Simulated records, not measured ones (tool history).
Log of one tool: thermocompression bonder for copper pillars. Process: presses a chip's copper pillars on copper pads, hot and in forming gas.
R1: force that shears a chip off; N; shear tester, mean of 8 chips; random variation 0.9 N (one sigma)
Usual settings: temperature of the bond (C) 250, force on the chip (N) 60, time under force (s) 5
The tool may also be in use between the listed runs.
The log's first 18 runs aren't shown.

run 19 hour=566.5 | temperature_of_the_bond_(C)=250 force_on_the_chip_(N)=68 time_under_force_(s)=5 | R1=70.9
-- hour=569.9 force cell calibrated
run 20 hour=585.3 | temperature_of_the_bond_(C)=250 force_on_the_chip_(N)=68 time_under_force_(s)=5 | R1=69.1
-- hour=603.3 forming gas filter changed
run 21 hour=605.3 | temperature_of_the_bond_(C)=250 force_on_the_chip_(N)=60 time_under_force_(s)=5 | R1=68.6
run 22 hour=641.4 | temperature_of_the_bond_(C)=250 force_on_the_chip_(N)=60 time_under_force_(s)=5 | R1=67.0
run 23 hour=676.1 | temperature_of_the_bond_(C)=276 force_on_the_chip_(N)=60 time_under_force_(s)=5 | R1=90.1
-- hour=699.0 force cell calibrated, once more
run 24 hour=704.2 | temperature_of_the_bond_(C)=238 force_on_the_chip_(N)=57 time_under_force_(s)=5 | R1=57.0
run 25 hour=742.9 | temperature_of_the_bond_(C)=238 force_on_the_chip_(N)=57 time_under_force_(s)=5 | R1=56.1
run 26 hour=771.4 | temperature_of_the_bond_(C)=236 force_on_the_chip_(N)=57 time_under_force_(s)=5 | R1=52.5
run 27 hour=799.7 | temperature_of_the_bond_(C)=236 force_on_the_chip_(N)=57 time_under_force_(s)=5 | R1=53.8

Run 28 comes next. What will it give?
run 28 hour=841.8 | temperature_of_the_bond_(C)=274 force_on_the_chip_(N)=53 time_under_force_(s)=5 | R1=?

R1: 79.9 N
Without the tool's hidden state the same run would have given R1 87.6 N.

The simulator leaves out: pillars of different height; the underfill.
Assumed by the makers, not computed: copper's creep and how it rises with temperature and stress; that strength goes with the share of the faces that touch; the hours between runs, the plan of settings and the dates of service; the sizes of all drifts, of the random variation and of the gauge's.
